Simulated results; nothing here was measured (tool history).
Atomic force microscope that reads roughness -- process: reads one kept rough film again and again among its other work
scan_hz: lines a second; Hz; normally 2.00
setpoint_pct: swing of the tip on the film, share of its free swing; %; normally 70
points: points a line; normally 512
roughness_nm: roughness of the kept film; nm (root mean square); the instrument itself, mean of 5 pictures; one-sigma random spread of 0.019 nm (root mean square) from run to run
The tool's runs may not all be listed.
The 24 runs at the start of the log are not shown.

run 25 hour=497.7 | scan_hz=2.77 setpoint_pct=84 points=631 | roughness_nm=4.269
run 26 hour=519.9 | scan_hz=1.23 setpoint_pct=70 points=261 | roughness_nm=5.198
run 27 hour=539.4 | scan_hz=3.11 setpoint_pct=60 points=454 | roughness_nm=5.066
-- hour=546.8 new tip fitted
run 28 hour=552.4 | scan_hz=3.11 setpoint_pct=60 points=454 | roughness_nm=5.263
run 29 hour=572.6 | scan_hz=0.59 setpoint_pct=64 points=384 | roughness_nm=5.541
run 30 hour=586.6 | scan_hz=0.59 setpoint_pct=64 points=384 | roughness_nm=5.531
run 31 hour=610.6 | scan_hz=2.00 setpoint_pct=70 points=749 | roughness_nm=5.033
-- hour=625.4 new tip fitted
run 32 hour=637.7 | scan_hz=0.62 setpoint_pct=59 points=993 | roughness_nm=5.661
run 33 hour=654.4 | scan_hz=0.62 setpoint_pct=59 points=993 | roughness_nm=5.634
run 34 hour=666.2 | scan_hz=1.10 setpoint_pct=70 points=466 | roughness_nm=5.331
run 35 hour=678.4 | scan_hz=1.10 setpoint_pct=70 points=466 | roughness_nm=5.271
run 36 hour=697.9 | scan_hz=1.10 setpoint_pct=70 points=466 | roughness_nm=5.266
-- hour=705.0 new tip fitted
run 37 hour=721.6 | scan_hz=2.20 setpoint_pct=61 points=512 | roughness_nm=5.327
run 38 hour=734.4 | scan_hz=2.20 setpoint_pct=61 points=512 | roughness_nm=5.335
run 39 hour=759.3 | scan_hz=1.26 setpoint_pct=70 points=374 | roughness_nm=5.273
run 40 hour=776.8 | scan_hz=1.48 setpoint_pct=89 points=374 | roughness_nm=4.594

Run 41 has not been measured yet. What should we expect?
-- hour=783.0 new tip fitted
run 41 hour=792.7 | scan_hz=1.27 setpoint_pct=70 points=512 | roughness_nm=?

For run 41 the tool returned roughness_nm 5.340 nm (root mean square).
If the tool had no hidden condition, the same run with the same run-to-run variation would have returned roughness_nm 5.355 nm (root mean square).
